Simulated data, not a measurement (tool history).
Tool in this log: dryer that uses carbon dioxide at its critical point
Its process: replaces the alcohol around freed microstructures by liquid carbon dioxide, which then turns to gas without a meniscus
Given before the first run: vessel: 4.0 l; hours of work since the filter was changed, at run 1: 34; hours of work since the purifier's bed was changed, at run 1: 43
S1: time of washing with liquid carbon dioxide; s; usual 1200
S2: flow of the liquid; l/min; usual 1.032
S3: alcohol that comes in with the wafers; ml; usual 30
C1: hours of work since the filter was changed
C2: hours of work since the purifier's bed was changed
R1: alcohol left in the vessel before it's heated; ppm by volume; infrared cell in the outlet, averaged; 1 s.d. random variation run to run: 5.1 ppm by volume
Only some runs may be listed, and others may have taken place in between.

run   hour    S1     S2   S3   C1   C2   R1
  1    0.0  1200  1.032   30   34   43   95
  2   10.1  1200  1.032   30   39   49   76
  3   19.6  1200  1.032   30   45   55   96
  4   26.7  1200  1.150   30   49   59   63
  5   41.0  1140  1.032   30   57   67  117
  6   51.0  1140  1.032   30   63   73  116
  7   60.8  1140  1.032   30   69   79  122
  8   74.3  1140  1.032   30   77   87  121
  9   88.0  1140  1.032   30   85   95  135
 10  102.2  1200  1.032   30   93  103  117
 11  108.7  1200  1.032   30   97  107  124
 12  119.3  1200  1.032   30  103  113  126
 13  130.0  1200  1.032   30  109  119  133
 14  141.2  1200  1.032   30  116  126  117
 15  151.3  1200  1.380   30  122  132   79
 16  165.9  1200  1.380   30  130  140   88
 17  180.4  1200  1.380   30  139  149   98
 18  194.8  1200  1.032   59  147  157  212
 19  202.7   720  1.032   30  152  162  506
 20  212.9  1800  1.032   30  158  168  108
 21  220.2  1200  1.032   30  162  172  157
 22  227.2  1200  1.032   30  166  176  152
 23  236.3  1200  1.032   30  171  181  158
 24  248.0  1200  0.990   30  178  188  185
 25  259.9   900  1.270   26  185  195  187
 26  265.9  1200  1.070   30  189  198  171
 27  279.6  1200  1.070   30  197  206  170
 28  288.6   720  0.850   30  202  212  825
 29  296.2   960  0.850   74  206  216  917
 30  304.1  1200  1.490  109  211  221  165

Run 31, settings as shown, results not yet in. Your forecast:
 31  312.6  780  1.490  37  216  226   ?

{"run 31": {"R1": 244}}
If the tool had no hidden condition, the same run with the same run-to-run variation would have returned R1 94 ppm by volume.
